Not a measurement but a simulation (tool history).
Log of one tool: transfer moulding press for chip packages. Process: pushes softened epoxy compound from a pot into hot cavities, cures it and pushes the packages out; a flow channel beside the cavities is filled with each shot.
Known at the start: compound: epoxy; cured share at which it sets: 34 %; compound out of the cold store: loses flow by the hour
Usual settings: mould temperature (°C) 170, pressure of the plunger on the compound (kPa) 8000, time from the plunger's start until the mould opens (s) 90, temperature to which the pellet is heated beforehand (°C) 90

| run | day | mould temperature (°C) | pressure of the plunger on the compound (kPa) | time from the plunger's start until the mould opens (s) | temperature to which the pellet is heated beforehand (°C) | incoming compound's hours out of the cold store | length that the compound runs in the flow channel (mm) | greatest force on the pins that push the packages out (N) |
|---|---|---|---|---|---|---|---|---|
| 1 | 0.000 | 170 | 8000 | 90 | 90 | 25.5 | 571 | 305 |
|  | 1.788 | cavities cleaned with cleaning compound and waxed |
| 2 | 2.442 | 170 | 8000 | 90 | 90 | 17.4 | 570 | 360 |
|  | 3.575 | cavities cleaned with cleaning compound and waxed |
| 3 | 3.783 | 170 | 8000 | 90 | 90 | 14.0 | 573 | 339 |
|  | 5.358 | cavities cleaned with cleaning compound and waxed |
| 4 | 6.625 | 170 | 8000 | 90 | 90 | 33.4 | 535 | 390 |
|  | 7.129 | cavities cleaned with cleaning compound and waxed |
| 5 | 8.208 | 170 | 8000 | 90 | 90 | 34.3 | 530 | 383 |
|  | 8.850 | plunger's sealing rings changed |
|  | 8.912 | cavities cleaned with cleaning compound and waxed |
|  | 10.750 | cavities cleaned with cleaning compound and waxed |
| 6 | 11.233 | 170 | 8000 | 90 | 90 | 31.6 | 575 | 364 |
|  | 12.429 | cavities cleaned with cleaning compound and waxed |
| 7 | 12.679 | 170 | 8000 | 90 | 90 | 23.2 | 587 | 311 |
|  | 14.292 | cavities cleaned with cleaning compound and waxed |
| 8 | 15.000 | 169 | 8000 | 90 | 90 | 19.6 | 584 | 381 |
|  | 16.175 | cavities cleaned with cleaning compound and waxed |
| 9 | 17.388 | 169 | 8000 | 90 | 90 | 37.8 | 553 | 433 |
|  | 17.629 | mould's thermocouples calibrated |
|  | 18.046 | cavities cleaned with cleaning compound and waxed |
| 10 | 19.421 | 170 | 8000 | 90 | 90 | 46.8 | 533 | 399 |
|  | 19.829 | cavities cleaned with cleaning compound and waxed |
| 11 | 21.162 | 170 | 8000 | 82 | 90 | 31.2 | 543 | 427 |
|  | 21.683 | cavities cleaned with cleaning compound and waxed |
| 12 | 22.404 | 170 | 8000 | 90 | 90 | 40.9 | 531 | 350 |
|  | 23.396 | cavities cleaned with cleaning compound and waxed |
| 13 | 24.888 | 170 | 8000 | 90 | 90 | 27.8 | 540 | 388 |
|  | 25.154 | cavities cleaned with cleaning compound and waxed |
|  | 26.858 | cavities cleaned with cleaning compound and waxed |
|  | 27.288 | plunger's sealing rings changed |
| 14 | 27.462 | 170 | 8000 | 90 | 90 | 20.3 | 598 | 329 |
|  | 28.700 | cavities cleaned with cleaning compound and waxed |
| 15 | 28.700 | 163 | 8000 | 97 | 90 | 33.9 | 596 | 376 |
|  | 30.504 | cavities cleaned with cleaning compound and waxed |
| 16 | 31.112 | 167 | 8000 | 116 | 90 | 22.0 | 592 | 328 |
|  | 31.558 | mould's thermocouples calibrated, once more |
|  | 32.375 | cavities cleaned with cleaning compound and waxed |
| 17 | 33.175 | 172 | 8000 | 121 | 90 | 18.9 | 579 | 326 |
|  | 34.129 | cavities cleaned with cleaning compound and waxed |
| 18 | 35.525 | 172 | 8000 | 121 | 90 | 10.8 | 588 | 360 |

The next listed run, before its measurement:
|  | 35.854 | cavities cleaned with cleaning compound and waxed |
|  | 37.662 | cavities cleaned with cleaning compound and waxed |
| 19 | 38.162 | 172 | 6030 | 121 | 95 | 39.1 | ? | ? |

Run 19 gave length that the compound runs in the flow channel (mm) 468, greatest force on the pins that push the packages out (N) 318.
Without the tool's hidden state the same run would have given length that the compound runs in the flow channel (mm) 493, greatest force on the pins that push the packages out (N) 271.
